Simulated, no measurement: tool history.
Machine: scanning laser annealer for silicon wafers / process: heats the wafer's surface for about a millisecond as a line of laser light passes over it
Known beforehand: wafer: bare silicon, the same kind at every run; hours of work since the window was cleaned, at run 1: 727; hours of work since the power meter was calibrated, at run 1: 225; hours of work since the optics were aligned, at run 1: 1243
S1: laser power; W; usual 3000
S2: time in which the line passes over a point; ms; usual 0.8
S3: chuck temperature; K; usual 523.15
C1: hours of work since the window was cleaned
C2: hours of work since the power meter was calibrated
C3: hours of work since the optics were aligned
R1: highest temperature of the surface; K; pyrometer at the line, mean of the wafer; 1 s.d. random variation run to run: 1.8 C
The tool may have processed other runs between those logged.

run   hour    S1     S2      S3   C1   C2    C3       R1
  1      0  3000    0.8  523.15  727  225  1243  1228.15
  2     38  2620    0.8  523.15  745  243  1262  1112.15
  3     68  3000    0.8  523.15  760  258  1276  1228.15
  4   98.6  3000    0.8  523.15  774  273  1291  1226.15
     136.4  -- window over the wafer cleaned
  5  136.4  3000  0.796  523.15    0  290  1309  1271.15
  6  169.9  3000    0.8  523.15   16  306  1325  1271.15
  7  205.2  3000    0.8  523.15   33  323  1342  1268.15
  8    247  3000    0.8  523.15   54  344  1362  1267.15
  9  285.6  3000    0.8  518.15   72  362  1381  1263.15
     292.8  -- laser's power meter calibrated
 10  307.6  2924  0.885  533.15   82    7  1390  1290.15
 11  351.1  2736  0.561  516.15  103   28  1412  1065.15
 12    370  2941  0.629  523.15  112   37  1421  1162.15
     392.4  -- optics aligned, line set to its width
 13  398.6  3000  0.689  523.15  123   49     3  1228.15
     435.6  -- laser's power meter calibrated, once more
 14  435.6  3000  0.926  517.15  140    0    20  1334.15
 15  471.8  3184  0.828  508.15  158   18    37  1339.15
 16  495.5  3184  0.828  508.15  169   29    49  1337.15

4 ways to go on from here, each from the tool as it stands after run 16. What would each give?
  A  525.5  2997  0.828  503.15  184  44  63   ?
  B  525.5  2881  0.828  516.15  184  44  63   ?
  C  525.5  2867  0.639  512.15  184  44  63   ?
  D  525.5  3184  0.641  508.15  184  44  63   ?

run       R1
  A  1267.15
  B  1242.15
  C  1146.15
  D  1238.15
The same runs, with their run-to-run variation unchanged, on a tool lacking any hidden condition would have given:
run       R1
  A  1283.15
  B  1257.15
  C  1159.15
  D  1253.15
